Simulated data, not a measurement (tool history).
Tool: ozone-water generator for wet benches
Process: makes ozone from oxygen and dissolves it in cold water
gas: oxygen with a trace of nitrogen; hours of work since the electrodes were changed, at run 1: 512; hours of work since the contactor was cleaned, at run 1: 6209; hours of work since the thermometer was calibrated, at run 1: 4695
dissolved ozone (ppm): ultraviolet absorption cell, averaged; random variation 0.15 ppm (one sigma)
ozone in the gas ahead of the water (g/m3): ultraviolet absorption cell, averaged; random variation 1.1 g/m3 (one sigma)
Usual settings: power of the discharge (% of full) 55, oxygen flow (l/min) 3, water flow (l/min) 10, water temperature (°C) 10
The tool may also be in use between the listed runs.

run    hour  power of the discharge (% of full)  oxygen flow (l/min)  water flow (l/min)  water temperature (°C)  hours of work since the electrodes were changed  hours of work since the contactor was cleaned  hours of work since the thermometer was calibrated  dissolved ozone (ppm)  ozone in the gas ahead of the water (g/m3)
  1       0                                  55                    3                  10                      10                                              512                                           6209                                                4695                   19.5                                       186.3
  2    45.4                                  55                    3                  13                      10                                              542                                           6239                                                4724                   14.5                                       187.1
  3   102.4                                  55                    3                  10                      10                                              579                                           6276                                                4762                   19.4                                       185.9
  4   162.7                                  55                    3                  10                      10                                              618                                           6315                                                4801                   19.6                                       186.8
  5   217.3                                  55                    3                  10                      12                                              654                                           6351                                                4836                   18.9                                       183.2
  6   295.3                                  55                    3                  10                      10                                              704                                           6401                                                4887                   19.3                                       184.5
  7   358.3                                  55                    3                  10                      10                                              745                                           6442                                                4928                   19.3                                       184.9
  8   404.5                                  55                 4.12                  10                      10                                              775                                           6472                                                4958                   20.3                                       162.6
  9   451.4                                  55                 4.12                  10                      10                                              806                                           6503                                                4989                   20.3                                       164.1
 10   529.8                                  55                    3                  10                      14                                              857                                           6554                                                5040                   18.2                                       182.9
 11   580.1                                  55                    3                  10                      14                                              890                                           6587                                                5072                   18.4                                       183.4
 12   629.6                                  55                    3                  10                      14                                              922                                           6619                                                5104                   18.2                                       184.4
 13   691.7                                  55                    3                  10                      10                                              962                                           6659                                                5145                   19.4                                       182.6
 14   764.7                                  55                    3                  10                      10                                             1010                                           6707                                                5192                   19.6                                       184.4
 15   814.6                                  55                    3                  10                       6                                             1042                                           6739                                                5225                   20.6                                       182.3
 16   888.3                                  97                    3                  10                      10                                             1090                                           6787                                                5273                   31.3                                       289.2
 17   949.6                                  73                  4.7                  11                       5                                             1130                                           6827                                                5313                   25.8                                       195.7
 18  1004.3                                  73                  4.7                  11                       5                                             1166                                           6863                                                5348                   25.7                                       193.6
 19    1074                                  52                 2.13                  10                      10                                             1211                                           6908                                                5394                   17.4                                       196.1
 20  1118.2                                  89                 2.13                  11                      10                                             1240                                           6937                                                5422                   23.6                                       304.9
 21  1183.1                                  55                 1.62                  10                       7                                             1282                                           6979                                                5465                   16.8                                       228.6
 22  1251.5                                  55                 1.55                  15                       6                                             1327                                           7024                                                5509                     10                                       233.4
 23  1324.5                                  55                 1.79                  15                      13                                             1374                                           7071                                                5557                   10.2                                       219.2
 24  1390.2                                  55                 1.79                  15                       9                                             1417                                           7114                                                5599                   10.2                                       218.2
 25  1433.3                                  94                 1.79                  15                       7                                             1445                                           7142                                                5627                   16.2                                       340.9
 26  1469.5                                  47                 2.98                  13                       8                                             1468                                           7165                                                5651                     13                                       158.7

The next listed run, before its measurement:
     1484.3  -- gauge calibrated
 27  1531.3                                  65                 2.98                  13                      10                                             1508                                           7205                                                5691                      ?                                           ?

dissolved ozone (ppm): 16.4
ozone in the gas ahead of the water (g/m3): 214.3
Without the tool's hidden state the same run would have given dissolved ozone (ppm) 16.4, ozone in the gas ahead of the water (g/m3) 214.6.
